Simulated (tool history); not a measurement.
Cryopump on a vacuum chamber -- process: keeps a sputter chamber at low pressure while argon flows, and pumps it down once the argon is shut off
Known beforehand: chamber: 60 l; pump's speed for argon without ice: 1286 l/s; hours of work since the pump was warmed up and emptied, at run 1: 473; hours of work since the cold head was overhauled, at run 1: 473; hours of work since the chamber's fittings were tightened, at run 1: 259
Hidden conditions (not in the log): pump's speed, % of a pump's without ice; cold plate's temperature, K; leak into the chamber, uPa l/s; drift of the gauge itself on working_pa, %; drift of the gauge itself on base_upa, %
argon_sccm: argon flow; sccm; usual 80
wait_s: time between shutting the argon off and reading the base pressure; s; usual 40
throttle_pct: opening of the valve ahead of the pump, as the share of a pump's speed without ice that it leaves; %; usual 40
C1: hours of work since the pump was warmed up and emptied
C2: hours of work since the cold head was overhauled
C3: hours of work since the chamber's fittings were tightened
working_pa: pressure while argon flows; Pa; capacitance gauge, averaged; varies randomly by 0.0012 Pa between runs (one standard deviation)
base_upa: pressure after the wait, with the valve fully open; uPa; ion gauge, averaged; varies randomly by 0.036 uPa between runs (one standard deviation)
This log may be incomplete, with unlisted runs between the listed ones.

run 1 hour=0.0 | argon_sccm=80 wait_s=40 throttle_pct=40 | C1=473 C2=473 C3=259 | working_pa=0.2929 base_upa=2.20
run 2 hour=41.7 | argon_sccm=80 wait_s=40 throttle_pct=40 | C1=494 C2=494 C3=280 | working_pa=0.2942 base_upa=2.20
run 3 hour=78.8 | argon_sccm=80 wait_s=40 throttle_pct=40 | C1=514 C2=514 C3=299 | working_pa=0.2960 base_upa=2.20
run 4 hour=101.8 | argon_sccm=80 wait_s=40 throttle_pct=40 | C1=525 C2=525 C3=311 | working_pa=0.2959 base_upa=2.17
-- hour=126.2 pump warmed up, emptied and cooled again
run 5 hour=152.3 | argon_sccm=80 wait_s=40 throttle_pct=40 | C1=14 C2=549 C3=335 | working_pa=0.2631 base_upa=2.10
run 6 hour=190.0 | argon_sccm=80 wait_s=40 throttle_pct=40 | C1=33 C2=568 C3=354 | working_pa=0.2651 base_upa=2.13
run 7 hour=218.9 | argon_sccm=80 wait_s=40 throttle_pct=24 | C1=48 C2=583 C3=369 | working_pa=0.4404 base_upa=2.13
run 8 hour=261.7 | argon_sccm=80 wait_s=40 throttle_pct=40 | C1=70 C2=606 C3=391 | working_pa=0.2676 base_upa=2.07
run 9 hour=283.6 | argon_sccm=80 wait_s=40 throttle_pct=40 | C1=81 C2=617 C3=403 | working_pa=0.2692 base_upa=2.10
run 10 hour=330.5 | argon_sccm=80 wait_s=40 throttle_pct=40 | C1=106 C2=641 C3=427 | working_pa=0.2708 base_upa=2.14
run 11 hour=370.4 | argon_sccm=80 wait_s=40 throttle_pct=40 | C1=126 C2=662 C3=447 | working_pa=0.2709 base_upa=2.10
run 12 hour=391.7 | argon_sccm=80 wait_s=50 throttle_pct=40 | C1=137 C2=673 C3=458 | working_pa=0.2694 base_upa=1.75
run 13 hour=413.5 | argon_sccm=80 wait_s=40 throttle_pct=40 | C1=149 C2=684 C3=470 | working_pa=0.2691 base_upa=2.17
run 14 hour=445.5 | argon_sccm=80 wait_s=40 throttle_pct=40 | C1=165 C2=701 C3=486 | working_pa=0.2717 base_upa=2.12
run 15 hour=474.3 | argon_sccm=42 wait_s=40 throttle_pct=40 | C1=180 C2=715 C3=501 | working_pa=0.1441 base_upa=2.14
run 16 hour=500.1 | argon_sccm=38 wait_s=40 throttle_pct=40 | C1=193 C2=729 C3=515 | working_pa=0.1301 base_upa=2.16
run 17 hour=525.3 | argon_sccm=38 wait_s=40 throttle_pct=40 | C1=206 C2=742 C3=528 | working_pa=0.1302 base_upa=2.17
run 18 hour=575.4 | argon_sccm=38 wait_s=68 throttle_pct=40 | C1=232 C2=768 C3=553 | working_pa=0.1319 base_upa=1.42
run 19 hour=610.0 | argon_sccm=41 wait_s=40 throttle_pct=30 | C1=250 C2=786 C3=571 | working_pa=0.1881 base_upa=2.16
run 20 hour=636.3 | argon_sccm=124 wait_s=26 throttle_pct=24 | C1=264 C2=799 C3=585 | working_pa=0.7049 base_upa=3.05
run 21 hour=679.4 | argon_sccm=124 wait_s=26 throttle_pct=24 | C1=286 C2=821 C3=607 | working_pa=0.7080 base_upa=3.12
run 22 hour=729.5 | argon_sccm=124 wait_s=26 throttle_pct=24 | C1=312 C2=847 C3=633 | working_pa=0.7111 base_upa=3.13
run 23 hour=751.7 | argon_sccm=73 wait_s=49 throttle_pct=60 | C1=323 C2=859 C3=645 | working_pa=0.1771 base_upa=1.91
run 24 hour=795.4 | argon_sccm=80 wait_s=104 throttle_pct=28 | C1=346 C2=881 C3=667 | working_pa=0.3970 base_upa=1.06
run 25 hour=833.5 | argon_sccm=80 wait_s=104 throttle_pct=28 | C1=366 C2=901 C3=687 | working_pa=0.3971 base_upa=1.12
run 26 hour=873.3 | argon_sccm=116 wait_s=90 throttle_pct=18 | C1=386 C2=922 C3=707 | working_pa=0.8783 base_upa=1.22
run 27 hour=910.4 | argon_sccm=100 wait_s=104 throttle_pct=15 | C1=405 C2=941 C3=727 | working_pa=0.9146 base_upa=1.13
run 28 hour=947.4 | argon_sccm=100 wait_s=104 throttle_pct=15 | C1=425 C2=960 C3=746 | working_pa=0.9105 base_upa=1.14
run 29 hour=983.2 | argon_sccm=100 wait_s=104 throttle_pct=15 | C1=443 C2=979 C3=764 | working_pa=0.9065 base_upa=1.14
run 30 hour=1011.4 | argon_sccm=100 wait_s=104 throttle_pct=15 | C1=458 C2=993 C3=779 | working_pa=0.9073 base_upa=1.15
run 31 hour=1053.4 | argon_sccm=100 wait_s=104 throttle_pct=15 | C1=479 C2=1015 C3=801 | working_pa=0.9144 base_upa=1.14
run 32 hour=1088.5 | argon_sccm=100 wait_s=104 throttle_pct=15 | C1=498 C2=1033 C3=819 | working_pa=0.9202 base_upa=1.20
run 33 hour=1137.2 | argon_sccm=80 wait_s=233 throttle_pct=33 | C1=523 C2=1058 C3=844 | working_pa=0.3525 base_upa=0.80
-- hour=1166.8 pump warmed up, emptied and cooled again
run 34 hour=1170.9 | argon_sccm=80 wait_s=233 throttle_pct=33 | C1=2 C2=1073 C3=859 | working_pa=0.3215 base_upa=0.67
run 35 hour=1205.8 | argon_sccm=80 wait_s=233 throttle_pct=33 | C1=20 C2=1091 C3=877 | working_pa=0.3200 base_upa=0.72

Measured less the same run without the tool's hidden state. The same run-to-run variation is in both; the gauge's scatter may not be:
run=1 working_pa=+0.0301 base_upa=+0.15
run=2 working_pa=+0.0319 base_upa=+0.16
run=3 working_pa=+0.0335 base_upa=+0.16
run=4 working_pa=+0.0344 base_upa=+0.16
run=5 working_pa=+0.0017 base_upa=+0.08
run=6 working_pa=+0.0028 base_upa=+0.09
run=7 working_pa=+0.0036 base_upa=+0.09
run=8 working_pa=+0.0048 base_upa=+0.09
run=9 working_pa=+0.0053 base_upa=+0.10
run=10 working_pa=+0.0066 base_upa=+0.10
run=11 working_pa=+0.0076 base_upa=+0.12
run=12 working_pa=+0.0082 base_upa=+0.11
run=13 working_pa=+0.0087 base_upa=+0.12
run=14 working_pa=+0.0096 base_upa=+0.12
run=15 working_pa=+0.0056 base_upa=+0.13
run=16 working_pa=+0.0054 base_upa=+0.14
run=17 working_pa=+0.0058 base_upa=+0.14
run=18 working_pa=+0.0065 base_upa=+0.15
run=19 working_pa=+0.0076 base_upa=+0.16
run=20 working_pa=+0.0242 base_upa=+0.15
run=21 working_pa=+0.0264 base_upa=+0.17
run=22 working_pa=+0.0290 base_upa=+0.18
run=23 working_pa=+0.0175 base_upa=+0.19
run=24 working_pa=+0.0208 base_upa=+0.18
run=25 working_pa=+0.0221 base_upa=+0.20
run=26 working_pa=+0.0341 base_upa=+0.21
run=27 working_pa=+0.0315 base_upa=+0.22
run=28 working_pa=+0.0330 base_upa=+0.23
run=29 working_pa=+0.0345 base_upa=+0.23
run=30 working_pa=+0.0358 base_upa=+0.25
run=31 working_pa=+0.0382 base_upa=+0.25
run=32 working_pa=+0.0402 base_upa=+0.26
run=33 working_pa=+0.0342 base_upa=+0.28
run=34 working_pa=+0.0026 base_upa=+0.15
run=35 working_pa=+0.0034 base_upa=+0.17

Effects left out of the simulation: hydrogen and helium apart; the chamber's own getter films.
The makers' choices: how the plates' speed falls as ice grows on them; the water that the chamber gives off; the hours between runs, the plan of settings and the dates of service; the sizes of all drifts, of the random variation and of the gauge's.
